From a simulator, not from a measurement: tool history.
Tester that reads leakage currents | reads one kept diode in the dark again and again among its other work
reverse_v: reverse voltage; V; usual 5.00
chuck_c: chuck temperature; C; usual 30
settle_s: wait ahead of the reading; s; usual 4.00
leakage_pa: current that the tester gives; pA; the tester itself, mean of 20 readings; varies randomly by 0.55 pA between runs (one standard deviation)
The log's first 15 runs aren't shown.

run	hour	reverse_v	chuck_c	settle_s	leakage_pa
16	2175.3	4.53	30	4.00	188.02
# hour 2271.7: chuck's temperature calibrated
17	2336.2	4.53	30	4.00	183.47
18	2429.8	4.53	28	4.00	157.81
19	2602.8	4.53	28	4.00	158.69
20	2778.8	4.53	51	3.45	805.15
21	2899.7	5.32	52	4.00	918.07
22	3044.9	7.30	45	0.38	657.21
23	3153.3	1.19	48	0.35	398.16
24	3265.5	5.00	30	7.96	196.85
# hour 3356.2: probe card cleaned and baked
25	3399.2	5.99	36	9.58	317.50
26	3609.9	5.99	48	7.10	741.84
27	3759.4	1.76	48	7.10	464.49
28	3973.0	1.76	48	7.10	468.62
29	4097.3	2.49	30	4.00	150.23
30	4227.5	2.49	30	0.31	151.54
31	4352.5	2.49	30	0.31	152.60
32	4485.6	2.49	57	2.24	969.51
33	4664.7	5.00	30	2.78	201.47
34	4811.6	5.00	53	3.82	993.31
# hour 4916.5: chuck's temperature calibrated
35	5020.6	5.00	26	3.45	143.36

Alternative continuations, all from the tool just after run 35; predict every row:
A	5123.8	5.00	52	0.57	?
B	5123.8	2.79	32	3.33	?
C	5123.8	10.68	50	9.69	?

run	leakage_pa
A	883.35
B	177.08
C	1047.06
With the hidden condition removed and each run's random variation left untouched, the same runs would have given:
run	leakage_pa
A	850.76
B	168.20
C	1002.60

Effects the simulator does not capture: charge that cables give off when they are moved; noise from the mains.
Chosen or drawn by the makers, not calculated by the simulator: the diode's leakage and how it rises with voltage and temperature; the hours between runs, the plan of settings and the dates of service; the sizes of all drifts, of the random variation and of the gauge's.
